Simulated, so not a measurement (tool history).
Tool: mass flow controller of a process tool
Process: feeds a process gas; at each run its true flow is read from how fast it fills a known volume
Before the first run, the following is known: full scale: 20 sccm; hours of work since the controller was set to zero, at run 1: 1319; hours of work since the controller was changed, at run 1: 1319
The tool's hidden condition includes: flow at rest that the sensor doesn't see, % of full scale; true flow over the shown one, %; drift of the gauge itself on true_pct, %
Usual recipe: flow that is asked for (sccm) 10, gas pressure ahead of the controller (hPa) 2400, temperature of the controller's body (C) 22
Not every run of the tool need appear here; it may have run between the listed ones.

run    hour  flow that is asked for (sccm)  gas pressure ahead of the controller (hPa)  temperature of the controller's body (C)  hours of work since the controller was set to zero  hours of work since the controller was changed  true flow (%)
  1     0.0                             10                                        2400                                        22                                                1319                                            1319          98.34
  2   245.1                             10                                        2400                                        22                                                1511                                            1511          98.14
  3   640.7                             10                                        2400                                        22                                                1822                                            1822          97.94
  4   893.3                             10                                        2400                                        22                                                2021                                            2021          98.05
  5  1347.0                             10                                        2400                                        22                                                2377                                            2377          97.75
  6  1863.8                             10                                        2400                                        21                                                2783                                            2783          97.35
  7  2233.7                             10                                        2400                                        21                                                3073                                            3073          97.25
  8  2810.9                             10                                        2400                                        21                                                3527                                            3527          97.16
  9  3390.6                             10                                        2400                                        23                                                3982                                            3982          96.89
 10  3890.5                             10                                        2400                                        23                                                4375                                            4375          96.71
     4273.3  -- controller's zero set anew
 11  4480.7                             10                                        2400                                        23                                                 163                                            4838          97.06
 12  4829.9                             10                                        2400                                        23                                                 437                                            5112          96.91
 13  5333.4                             19                                        2260                                        22                                                 833                                            5508          97.15
 14  5895.7                              6                                        2400                                        22                                                1274                                            5949          95.92
 15  6362.3                             10                                        1720                                        24                                                1641                                            6316          96.79
 16  6631.5                             10                                        1720                                        24                                                1852                                            6527          96.65
 17  6982.2                             10                                        2400                                        35                                                2128                                            6803          96.98
 18  7419.4                             10                                        1720                                        39                                                2471                                            7146          97.75

Below are 3 alternative next runs, each starting from the tool's condition after run 18. Predict each:
     7542.2  -- controller exchanged for a calibrated one
  A  7783.3                             10                                        1620                                        23                                                 189                                             189              ?
     7542.2  -- controller exchanged for a calibrated one
  B  7783.3                              6                                        1590                                        20                                                 189                                             189              ?
     7542.2  -- controller exchanged for a calibrated one
  C  7783.3                             10                                        2400                                        22                                                 189                                             189              ?

run  true flow (%)
  A          99.37
  B          98.76
  C          98.68
With no hidden state in the tool, these same runs would have given:
run  true flow (%)
  A          99.63
  B          99.05
  C          98.94
